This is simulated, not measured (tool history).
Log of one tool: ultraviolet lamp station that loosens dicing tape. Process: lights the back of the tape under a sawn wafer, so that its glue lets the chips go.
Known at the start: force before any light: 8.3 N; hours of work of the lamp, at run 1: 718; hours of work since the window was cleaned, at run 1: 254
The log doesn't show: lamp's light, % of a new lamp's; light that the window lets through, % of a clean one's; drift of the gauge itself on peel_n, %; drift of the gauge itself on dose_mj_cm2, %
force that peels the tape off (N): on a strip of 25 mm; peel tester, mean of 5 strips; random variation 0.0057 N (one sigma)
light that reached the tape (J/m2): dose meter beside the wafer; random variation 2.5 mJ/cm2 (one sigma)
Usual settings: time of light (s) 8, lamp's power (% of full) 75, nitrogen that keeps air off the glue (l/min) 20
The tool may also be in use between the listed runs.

run,hour,time of light (s),lamp's power (% of full),nitrogen that keeps air off the glue (l/min),hours of work of the lamp,hours of work since the window was cleaned,force that peels the tape off (N),light that reached the tape (J/m2)
1,0,8,75,20,718,254,0.285,2410
2,72.1,8,75,20,755,291,0.299,2360
3,144.7,8,75,20,792,329,0.332,2290
4,184.1,8,75,20,813,349,0.328,2240
5,216.8,8,75,20,830,366,0.337,2210
6,272.9,8,75,20,858,395,0.357,2200
7,328.3,8,69,20,887,423,0.459,2000
8,378.5,15,70,20,913,449,0.085,3780
9,443.5,6,93,30,946,483,0.347,1990
10,489.1,6,93,30,970,506,0.367,2000
11,537.2,6,93,30,995,531,0.368,1930
12,574.5,6,93,30,1014,550,0.383,1930
13,606.1,9,96,12,1030,567,0.271,2930
14,643.3,10,75,20,1050,586,0.253,2500

Forecast each of these 4 alternatives for the next run:
A,710.5,8,64,29,1084,621,?,?
B,710.5,8,63,7,1084,621,?,?
C,710.5,15,65,11,1084,621,?,?
D,710.5,8,99,20,1084,621,?,?

run,force that peels the tape off (N),light that reached the tape (J/m2)
A,0.539,1680
B,1.584,1690
C,0.234,3180
D,0.226,2600
Without the tool's hidden state the same runs would have given:
run,force that peels the tape off (N),light that reached the tape (J/m2)
A,0.146,2650
B,0.646,2650
C,0.073,5020
D,0.072,4100

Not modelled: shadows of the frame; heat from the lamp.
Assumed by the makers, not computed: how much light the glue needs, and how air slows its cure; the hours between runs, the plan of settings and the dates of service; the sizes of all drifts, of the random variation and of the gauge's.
